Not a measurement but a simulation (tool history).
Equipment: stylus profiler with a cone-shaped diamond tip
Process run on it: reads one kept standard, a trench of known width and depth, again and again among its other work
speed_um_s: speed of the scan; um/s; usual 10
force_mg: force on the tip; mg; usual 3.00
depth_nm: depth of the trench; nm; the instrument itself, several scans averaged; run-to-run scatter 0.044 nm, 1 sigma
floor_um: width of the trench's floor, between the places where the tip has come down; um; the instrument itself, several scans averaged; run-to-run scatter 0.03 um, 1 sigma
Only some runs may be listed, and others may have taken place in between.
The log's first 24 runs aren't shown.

run,day,speed_um_s,force_mg,depth_nm,floor_um
25,46.183,10,3.00,101.35,98.31
26,47.958,4,1.88,101.07,98.34
27,49.817,9,2.06,101.02,98.34
28,51.412,13,8.83,102.45,98.40
29,52.629,4,3.06,101.32,98.45
30,54.062,15,1.36,101.00,98.27
31,55.158,15,1.36,100.95,98.32
32,56.729,21,8.80,102.52,98.33
33,59.238,8,1.84,101.10,98.33
34,61.025,8,1.84,101.18,98.33
35,63.379,8,1.84,101.13,98.32
36,64.958,14,2.73,101.29,98.31
37,66.996,14,8.78,102.53,98.29
38,68.021,5,2.31,101.33,98.33
39,70.496,5,1.91,101.15,98.30
40,72.138,5,1.91,101.29,98.34
41,73.425,7,3.00,101.43,98.25
42,74.512,7,3.00,101.53,98.33
43,76.617,34,1.33,101.03,98.15
44,78.229,31,5.77,102.16,98.24
45,79.804,2,3.50,101.66,98.29
46,81.000,2,3.50,101.58,98.32
47,82.362,4,2.94,101.49,98.31

Branching from run 47: 4 alternative next runs. What would each branch give?
A,83.708,4,2.04,?,?
B,83.708,39,1.95,?,?
C,83.708,14,4.24,?,?
D,83.708,16,1.70,?,?

run,depth_nm,floor_um
A,101.32,98.31
B,101.21,98.09
C,101.78,98.24
D,101.24,98.22
Without the tool's hidden state the same runs would have given:
run,depth_nm,floor_um
A,100.82,98.64
B,100.71,98.41
C,101.27,98.56
D,100.74,98.55
